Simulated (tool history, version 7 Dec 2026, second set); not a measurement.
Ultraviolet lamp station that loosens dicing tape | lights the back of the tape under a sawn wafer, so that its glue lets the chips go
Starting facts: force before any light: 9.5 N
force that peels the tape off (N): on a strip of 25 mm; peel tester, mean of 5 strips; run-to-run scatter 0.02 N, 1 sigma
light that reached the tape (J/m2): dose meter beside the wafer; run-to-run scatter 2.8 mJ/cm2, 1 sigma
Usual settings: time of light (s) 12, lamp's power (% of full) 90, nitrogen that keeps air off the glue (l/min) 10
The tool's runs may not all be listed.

run   hour  time of light (s)  lamp's power (% of full)  nitrogen that keeps air off the glue (l/min)  force that peels the tape off (N)  light that reached the tape (J/m2)
  1      0                 12                        90                                            10                              1.104                                3500
  2    8.4                 12                        90                                            13                              1.048                                3480
  3   14.1                 12                        90                                            13                              1.078                                3510
  4   19.6                 12                        90                                            13                              1.042                                3470
  5   28.8                 12                        90                                            10                               1.13                                3490
  6   32.9                 12                        90                                            10                              1.129                                3430
  7   39.1                 12                        90                                            10                              1.151                                3410
      41.8  -- window cleaned of glue's vapour
  8   43.5                 12                        90                                            10                              1.058                                3550
  9     51                 12                        66                                            10                              1.832                                2610
 10   57.7                 12                        66                                            10                              1.833                                2600
 11   63.4                 12                        66                                            10                              1.905                                2640
 12   69.7                 12                        90                                            10                              1.121                                3590
 13   75.6                 12                        90                                            10                              1.099                                3530
 14     80                 12                        90                                            10                              1.099                                3530
 15   88.3                 10                        90                                            10                              1.558                                2990
 16   93.3                 10                        90                                            10                              1.546                                2960
 17  101.8                  7                        90                                            10                              2.619                                2030
 18  108.8                  7                        90                                            10                              2.615                                2050
 19  114.3                  7                        90                                            10                              2.571                                2050
 20  121.4                 10                        90                                            10                              1.502                                2850
 21  129.6                 12                        90                                            10                              1.147                                3460
 22  138.5                 12                        66                                            10                              1.942                                2510
 23    143                 12                        74                                             4                              2.253                                2830
 24  152.4                  9                        97                                            16                              1.513                                2800
 25  161.4                 13                        88                                             7                              1.183                                3630
 26  166.9                 12                        90                                            18                              0.987                                3440
 27  173.1                 21                        90                                            18                              0.332                                5960
 28  180.7                 12                        66                                            10                              2.009                                2500
 29  186.2                 12                        68                                            13                              1.767                                2540
 30  193.2                 12                        83                                             8                              1.451                                3090
 31  201.1                 12                        83                                             8                              1.536                                3080
 32  209.7                 12                        83                                             8                              1.472                                3110
 33  214.5                 18                        66                                            17                              0.828                                3640
 34  218.5                 18                        66                                            17                               0.88                                3640
 35    226                 18                        85                                            17                              0.514                                4750
 36  234.8                  8                        77                                            14                              2.747                                1900
 37  243.1                  9                        83                                            14                              2.087                                2260
 38  248.1                  9                        83                                             5                              2.719                                2280
 39  257.2                  9                        83                                             5                              2.731                                2260
 40  266.4                 10                        94                                             5                              2.012                                2860
 41  272.3                 10                        74                                             8                              2.375                                2290
 42  276.7                 12                        90                                            10                              1.306                                3250
 43  282.1                 17                        88                                            15                              0.584                                4530

Pick out some run-to-run changes in force that peels the tape off (N). Of each, how much would a tool without hidden state show as well, from the settings, what came in and chance, and how much is left for the hidden state and any gauge scatter not in both results compared?
The hidden state here: lamp's light, % of a new lamp's; light that the window lets through, % of a clean one's; drift of the gauge itself on peel_n, %; drift of the gauge itself on dose_mj_cm2, %.
Run 16 -> 17: time of light (s) 10 -> 7. force that peels the tape off (N) +1.073: hidden state +0.067, all else +1.006.
Run 27 -> 28: time of light (s) 21 -> 12, lamp's power (% of full) 90 -> 66, nitrogen that keeps air off the glue (l/min) 18 -> 10. force that peels the tape off (N) +1.677: hidden state +0.278, all else +1.399.
Run 35 -> 36: time of light (s) 18 -> 8, lamp's power (% of full) 85 -> 77, nitrogen that keeps air off the glue (l/min) 17 -> 14. force that peels the tape off (N) +2.233: hidden state +0.326, all else +1.907.
Run 42 -> 43: time of light (s) 12 -> 17, lamp's power (% of full) 90 -> 88, nitrogen that keeps air off the glue (l/min) 10 -> 15. force that peels the tape off (N) -0.722: hidden state -0.172, all else -0.55.
